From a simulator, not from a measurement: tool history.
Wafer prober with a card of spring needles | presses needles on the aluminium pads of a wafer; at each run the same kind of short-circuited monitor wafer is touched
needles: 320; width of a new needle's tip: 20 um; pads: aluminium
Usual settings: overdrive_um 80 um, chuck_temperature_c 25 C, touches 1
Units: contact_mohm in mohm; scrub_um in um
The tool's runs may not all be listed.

run 1 day=0.000 | overdrive_um=80 chuck_temperature_c=25 touches=1 | contact_mohm=167 scrub_um=15.40
-- day=0.383 tips cleaned on abrasive film
run 2 day=1.250 | overdrive_um=80 chuck_temperature_c=25 touches=1 | contact_mohm=171 scrub_um=15.47
-- day=1.375 tips cleaned on abrasive film
run 3 day=2.171 | overdrive_um=80 chuck_temperature_c=25 touches=1 | contact_mohm=174 scrub_um=15.40
-- day=2.300 tips cleaned on abrasive film
-- day=3.212 tips cleaned on abrasive film
run 4 day=3.725 | overdrive_um=80 chuck_temperature_c=25 touches=3 | contact_mohm=140 scrub_um=15.38
-- day=4.212 tips cleaned on abrasive film
run 5 day=5.012 | overdrive_um=80 chuck_temperature_c=25 touches=3 | contact_mohm=142 scrub_um=15.44
-- day=5.192 tips cleaned on abrasive film
-- day=6.188 tips cleaned on abrasive film
run 6 day=6.546 | overdrive_um=80 chuck_temperature_c=25 touches=3 | contact_mohm=141 scrub_um=15.29
-- day=7.196 tips cleaned on abrasive film
run 7 day=7.758 | overdrive_um=80 chuck_temperature_c=25 touches=3 | contact_mohm=143 scrub_um=15.34
-- day=8.117 tips cleaned on abrasive film
-- day=9.083 tips cleaned on abrasive film
run 8 day=9.271 | overdrive_um=73 chuck_temperature_c=25 touches=1 | contact_mohm=151 scrub_um=13.92
-- day=10.088 tips cleaned on abrasive film
run 9 day=10.408 | overdrive_um=73 chuck_temperature_c=25 touches=1 | contact_mohm=166 scrub_um=13.89
-- day=10.996 tips cleaned on abrasive film
run 10 day=11.317 | overdrive_um=84 chuck_temperature_c=25 touches=1 | contact_mohm=157 scrub_um=15.95
-- day=11.996 tips cleaned on abrasive film
run 11 day=12.017 | overdrive_um=71 chuck_temperature_c=25 touches=1 | contact_mohm=138 scrub_um=13.50
-- day=12.892 tips cleaned on abrasive film
run 12 day=13.604 | overdrive_um=80 chuck_temperature_c=90 touches=1 | contact_mohm=179 scrub_um=15.19
-- day=13.854 tips cleaned on abrasive film
-- day=14.792 tips cleaned on abrasive film
run 13 day=14.917 | overdrive_um=80 chuck_temperature_c=90 touches=1 | contact_mohm=151 scrub_um=15.15
-- day=15.292 height of the first contact set anew
-- day=15.792 tips cleaned on abrasive film
run 14 day=16.371 | overdrive_um=80 chuck_temperature_c=90 touches=1 | contact_mohm=174 scrub_um=15.57
-- day=16.775 tips cleaned on abrasive film
-- day=17.679 tips cleaned on abrasive film
run 15 day=17.921 | overdrive_um=80 chuck_temperature_c=90 touches=1 | contact_mohm=163 scrub_um=15.51
-- day=18.646 tips cleaned on abrasive film
run 16 day=19.083 | overdrive_um=80 chuck_temperature_c=90 touches=1 | contact_mohm=172 scrub_um=15.57
-- day=19.625 tips cleaned on abrasive film
run 17 day=20.046 | overdrive_um=97 chuck_temperature_c=25 touches=1 | contact_mohm=153 scrub_um=18.82
-- day=20.558 tips cleaned on abrasive film
-- day=21.467 tips cleaned on abrasive film
run 18 day=21.679 | overdrive_um=94 chuck_temperature_c=42 touches=3 | contact_mohm=137 scrub_um=18.27
-- day=22.438 tips cleaned on abrasive film
run 19 day=23.158 | overdrive_um=94 chuck_temperature_c=42 touches=3 | contact_mohm=140 scrub_um=18.09
-- day=23.438 tips cleaned on abrasive film
run 20 day=24.321 | overdrive_um=94 chuck_temperature_c=42 touches=3 | contact_mohm=144 scrub_um=18.10
-- day=24.429 tips cleaned on abrasive film
run 21 day=25.246 | overdrive_um=94 chuck_temperature_c=42 touches=3 | contact_mohm=142 scrub_um=18.18
-- day=25.400 tips cleaned on abrasive film
-- day=26.304 tips cleaned on abrasive film
run 22 day=26.412 | overdrive_um=80 chuck_temperature_c=56 touches=2 | contact_mohm=145 scrub_um=15.42
-- day=27.208 tips cleaned on abrasive film
run 23 day=27.254 | overdrive_um=80 chuck_temperature_c=56 touches=2 | contact_mohm=139 scrub_um=15.31
-- day=28.171 tips cleaned on abrasive film
run 24 day=28.362 | overdrive_um=64 chuck_temperature_c=47 touches=2 | contact_mohm=152 scrub_um=12.18
-- day=29.125 tips cleaned on abrasive film
run 25 day=29.704 | overdrive_um=63 chuck_temperature_c=47 touches=1 | contact_mohm=199 scrub_um=11.99
-- day=30.038 tips cleaned on abrasive film
-- day=31.012 tips cleaned on abrasive film
run 26 day=31.012 | overdrive_um=66 chuck_temperature_c=47 touches=1 | contact_mohm=138 scrub_um=12.52
run 27 day=31.896 | overdrive_um=78 chuck_temperature_c=28 touches=1 | contact_mohm=178 scrub_um=14.84
-- day=32.042 tips cleaned on abrasive film
-- day=33.008 tips cleaned on abrasive film
run 28 day=33.558 | overdrive_um=84 chuck_temperature_c=31 touches=2 | contact_mohm=150 scrub_um=16.13
-- day=33.979 tips cleaned on abrasive film
run 29 day=34.808 | overdrive_um=69 chuck_temperature_c=42 touches=2 | contact_mohm=170 scrub_um=13.00
-- day=34.888 tips cleaned on abrasive film
run 30 day=35.558 | overdrive_um=80 chuck_temperature_c=25 touches=1 | contact_mohm=176 scrub_um=15.08
-- day=35.858 tips cleaned on abrasive film
-- day=36.433 height of the first contact set anew
-- day=36.892 tips cleaned on abrasive film
run 31 day=37.033 | overdrive_um=83 chuck_temperature_c=59 touches=2 | contact_mohm=145 scrub_um=16.26
run 32 day=37.779 | overdrive_um=83 chuck_temperature_c=59 touches=2 | contact_mohm=157 scrub_um=16.21
-- day=37.858 tips cleaned on abrasive film
-- day=38.775 tips cleaned on abrasive film
run 33 day=39.217 | overdrive_um=70 chuck_temperature_c=58 touches=2 | contact_mohm=163 scrub_um=13.62

Some steps in contact_mohm between neighbouring runs. How much of each would the tool show without its hidden state too (settings, what came in, random variation), and how much is left for the hidden state, with any gauge scatter that isn't in both results?
The hidden state here: debris on the tips, nm; way that the needles fall short of the set height, um; tips' diameter, um; drift of the gauge itself on contact_mohm, %; drift of the gauge itself on scrub_um, %.
Run 11 -> 12: overdrive_um 71 -> 80, chuck_temperature_c 25 -> 90, tips cleaned on abrasive film. contact_mohm +41 mohm: hidden state +31, all else +10.
Run 24 -> 25: overdrive_um 64 -> 63, touches 2 -> 1, tips cleaned on abrasive film. contact_mohm +47 mohm: hidden state +45, all else +2.
Run 25 -> 26: overdrive_um 63 -> 66, tips cleaned on abrasive film, tips cleaned on abrasive film. contact_mohm -61 mohm: hidden state -58, all else -3.
Run 26 -> 27: overdrive_um 66 -> 78, chuck_temperature_c 47 -> 28. contact_mohm +40 mohm: hidden state +43, all else -3.

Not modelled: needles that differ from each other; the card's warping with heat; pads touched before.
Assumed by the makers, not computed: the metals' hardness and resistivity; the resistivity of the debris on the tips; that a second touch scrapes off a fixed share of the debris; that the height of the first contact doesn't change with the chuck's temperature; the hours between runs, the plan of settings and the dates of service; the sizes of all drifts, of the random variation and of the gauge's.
